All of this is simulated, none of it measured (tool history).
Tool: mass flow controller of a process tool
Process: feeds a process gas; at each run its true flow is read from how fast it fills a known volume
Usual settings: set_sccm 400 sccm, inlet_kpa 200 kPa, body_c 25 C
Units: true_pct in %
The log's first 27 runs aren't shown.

{"run": 28, "day": 235.458, "set_sccm": 191, "inlet_kpa": 184, "body_c": 34, "true_pct": 95.75}
{"run": 29, "day": 242.121, "set_sccm": 56, "inlet_kpa": 198, "body_c": 27, "true_pct": 92.36}
{"day": 245.112, "done": "controller's zero set anew, once more"}
{"run": 30, "day": 247.95, "set_sccm": 56, "inlet_kpa": 198, "body_c": 27, "true_pct": 97.18}
{"run": 31, "day": 259.375, "set_sccm": 56, "inlet_kpa": 198, "body_c": 27, "true_pct": 96.84}
{"run": 32, "day": 272.462, "set_sccm": 56, "inlet_kpa": 255, "body_c": 29, "true_pct": 96.84}
{"run": 33, "day": 283.425, "set_sccm": 56, "inlet_kpa": 255, "body_c": 29, "true_pct": 96.56}
{"run": 34, "day": 295.554, "set_sccm": 56, "inlet_kpa": 171, "body_c": 29, "true_pct": 95.84}
{"run": 35, "day": 302.842, "set_sccm": 85, "inlet_kpa": 271, "body_c": 21, "true_pct": 97.6}
{"run": 36, "day": 309.688, "set_sccm": 205, "inlet_kpa": 200, "body_c": 25, "true_pct": 97.53}
{"day": 310.558, "done": "controller exchanged for a calibrated one"}
{"run": 37, "day": 316.988, "set_sccm": 401, "inlet_kpa": 234, "body_c": 25, "true_pct": 99.98}
{"run": 38, "day": 322.696, "set_sccm": 171, "inlet_kpa": 232, "body_c": 25, "true_pct": 99.26}
{"run": 39, "day": 329.712, "set_sccm": 95, "inlet_kpa": 200, "body_c": 25, "true_pct": 98.84}
{"run": 40, "day": 336.812, "set_sccm": 126, "inlet_kpa": 200, "body_c": 38, "true_pct": 97.41}

4 ways to go on from here, each from the tool as it stands after run 40. What would each give?
{"run": "A", "day": 350.254, "set_sccm": 126, "inlet_kpa": 200, "body_c": 39, "true_pct": "?"}
{"run": "B", "day": 350.254, "set_sccm": 152, "inlet_kpa": 200, "body_c": 25, "true_pct": "?"}
{"run": "C", "day": 350.254, "set_sccm": 147, "inlet_kpa": 200, "body_c": 26, "true_pct": "?"}
{"run": "D", "day": 350.254, "set_sccm": 126, "inlet_kpa": 200, "body_c": 21, "true_pct": "?"}

run=A true_pct=97.16
run=B true_pct=98.9
run=C true_pct=98.67
run=D true_pct=99.3
Without the tool's hidden state the same runs would have given:
run=A true_pct=97.58
run=B true_pct=99.25
run=C true_pct=99.03
run=D true_pct=99.71
